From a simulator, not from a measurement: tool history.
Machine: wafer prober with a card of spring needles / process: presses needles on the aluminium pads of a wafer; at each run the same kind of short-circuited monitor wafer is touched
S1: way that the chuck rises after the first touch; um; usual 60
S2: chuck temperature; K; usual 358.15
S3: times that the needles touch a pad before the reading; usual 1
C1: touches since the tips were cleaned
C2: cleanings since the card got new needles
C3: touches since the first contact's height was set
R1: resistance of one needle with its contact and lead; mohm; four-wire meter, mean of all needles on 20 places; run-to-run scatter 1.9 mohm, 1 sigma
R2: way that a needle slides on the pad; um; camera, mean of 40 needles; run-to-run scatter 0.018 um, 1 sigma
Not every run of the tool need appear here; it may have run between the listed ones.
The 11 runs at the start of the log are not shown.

| run | hour | S1 | S2 | S3 | C1 | C2 | C3 | R1 | R2 |
|---|---|---|---|---|---|---|---|---|---|
|  | 183.2 | tips cleaned on abrasive film |
| 12 | 205.8 | 60 | 298.15 | 1 | 6341 | 28 | 136467 | 375 | 10.72 |
|  | 215.6 | tips cleaned on abrasive film |
|  | 221.9 | height of the first contact set anew |
| 13 | 222.4 | 60 | 315.15 | 1 | 1852 | 29 | 164 | 274 | 10.95 |
| 14 | 244.2 | 60 | 315.15 | 1 | 7961 | 29 | 6273 | 392 | 10.95 |
|  | 247.6 | tips cleaned on abrasive film |
| 15 | 262.1 | 60 | 315.15 | 1 | 4073 | 30 | 11284 | 334 | 10.93 |
|  | 278.8 | tips cleaned on abrasive film |
| 16 | 287.2 | 40 | 315.15 | 1 | 2378 | 31 | 18339 | 438 | 7.30 |
|  | 310.7 | tips cleaned on abrasive film |
| 17 | 311.2 | 40 | 315.15 | 1 | 141 | 32 | 25057 | 245 | 7.24 |
| 18 | 332.1 | 60 | 396.15 | 1 | 6025 | 32 | 30941 | 361 | 10.91 |
|  | 342.2 | tips cleaned on abrasive film |
| 19 | 349.7 | 60 | 396.15 | 1 | 2123 | 33 | 35858 | 289 | 10.87 |
| 20 | 362.7 | 60 | 345.15 | 2 | 5780 | 33 | 39515 | 293 | 10.86 |
|  | 373.6 | tips cleaned on abrasive film |
| 21 | 379.2 | 47 | 383.15 | 3 | 1576 | 34 | 44115 | 258 | 8.51 |
| 22 | 394.6 | 75 | 358.15 | 2 | 5925 | 34 | 48464 | 262 | 13.61 |
|  | 405.0 | tips cleaned on abrasive film |
| 23 | 420.1 | 60 | 358.15 | 2 | 4241 | 35 | 55598 | 285 | 10.85 |
|  | 436.9 | tips cleaned on abrasive film |
| 24 | 441.0 | 60 | 310.15 | 2 | 1159 | 36 | 61450 | 227 | 10.81 |
| 25 | 465.8 | 60 | 310.15 | 2 | 8152 | 36 | 68443 | 314 | 10.81 |
|  | 469.2 | tips cleaned on abrasive film |
| 26 | 490.0 | 60 | 299.15 | 1 | 5856 | 37 | 75210 | 372 | 10.79 |
|  | 500.3 | tips cleaned on abrasive film |
| 27 | 511.9 | 60 | 302.15 | 1 | 3238 | 38 | 81336 | 313 | 10.79 |
|  | 531.6 | tips cleaned on abrasive film |
| 28 | 535.7 | 60 | 302.15 | 1 | 1154 | 39 | 88009 | 244 | 10.78 |
| 29 | 550.4 | 60 | 302.15 | 1 | 5284 | 39 | 92139 | 366 | 10.77 |
|  | 563.3 | tips cleaned on abrasive film |
| 30 | 569.7 | 60 | 377.15 | 2 | 1820 | 40 | 97560 | 257 | 10.74 |
| 31 | 580.6 | 60 | 377.15 | 2 | 4872 | 40 | 100612 | 298 | 10.76 |
| 32 | 592.7 | 60 | 377.15 | 2 | 8289 | 40 | 104029 | 325 | 10.75 |
|  | 594.4 | tips cleaned on abrasive film |
| 33 | 603.5 | 63 | 312.15 | 3 | 2560 | 41 | 107047 | 228 | 11.28 |
| 34 | 616.0 | 63 | 322.15 | 3 | 6068 | 41 | 110555 | 257 | 11.28 |

Here are 4 independent what-if runs from the current tool condition. What would each one return?
|  | 626.2 | tips cleaned on abrasive film |
| A | 638.0 | 63 | 319.15 | 2 | 3306 | 42 | 116708 | ? | ? |
|  | 626.2 | tips cleaned on abrasive film |
| B | 638.0 | 45 | 345.15 | 3 | 3306 | 42 | 116708 | ? | ? |
|  | 626.2 | tips cleaned on abrasive film |
| C | 638.0 | 53 | 322.15 | 3 | 3306 | 42 | 116708 | ? | ? |
|  | 626.2 | tips cleaned on abrasive film |
| D | 638.0 | 56 | 322.15 | 1 | 3306 | 42 | 116708 | ? | ? |

| run | R1 | R2 |
|---|---|---|
| A | 262 | 11.27 |
| B | 290 | 7.98 |
| C | 255 | 9.46 |
| D | 343 | 9.97 |
Without the tool's unlogged condition, the same runs would have read:
| run | R1 | R2 |
|---|---|---|
| A | 189 | 11.49 |
| B | 209 | 8.20 |
| C | 194 | 9.68 |
| D | 195 | 10.19 |
